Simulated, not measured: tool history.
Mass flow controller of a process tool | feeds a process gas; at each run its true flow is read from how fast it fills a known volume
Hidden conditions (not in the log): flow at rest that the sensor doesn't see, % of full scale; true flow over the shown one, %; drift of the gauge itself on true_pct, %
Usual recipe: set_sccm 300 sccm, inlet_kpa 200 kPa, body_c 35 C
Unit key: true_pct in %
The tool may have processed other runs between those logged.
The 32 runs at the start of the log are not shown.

run      day  set_sccm  inlet_kpa  body_c  hours of work since the controller was set to zero  hours of work since the controller was changed  true_pct
 33  124.262       231        142      35                                                 536                                            1951     98.48
 34  126.525       323        263      22                                                 564                                            1979     98.05
 35  129.429       458        208      23                                                 601                                            2016     98.91
 36  131.725       458        208      23                                                 629                                            2044     99.14
 37  135.004       314        179      22                                                 671                                            2085     98.24
 38  140.142       191        179      35                                                 735                                            2150     98.17
 39  145.446       191        179      35                                                 801                                            2216     98.25
 40  149.762       300        200      22                                                 856                                            2270     98.09
 41  152.146       300        239      35                                                 885                                            2300     98.58
 42  154.904       300        201      20                                                 920                                            2335     98.01
 43  159.312        54        279      33                                                 975                                            2390     97.62
 44  162.867        54        155      33                                                1020                                            2435     97.86

What if the next run were any one of these 3? Each begins from the tool's condition after run 44:
  A  166.692        54        145      33                                                1068                                            2483         ?
  B  166.692        81        200      35                                                1068                                            2483         ?
  C  166.692       300        160      28                                                1068                                            2483         ?

run  true_pct
  A     97.91
  B     97.77
  C     98.39
Had the tool no hidden state, the same runs would have come out as:
run  true_pct
  A     97.63
  B     97.82
  C     98.92

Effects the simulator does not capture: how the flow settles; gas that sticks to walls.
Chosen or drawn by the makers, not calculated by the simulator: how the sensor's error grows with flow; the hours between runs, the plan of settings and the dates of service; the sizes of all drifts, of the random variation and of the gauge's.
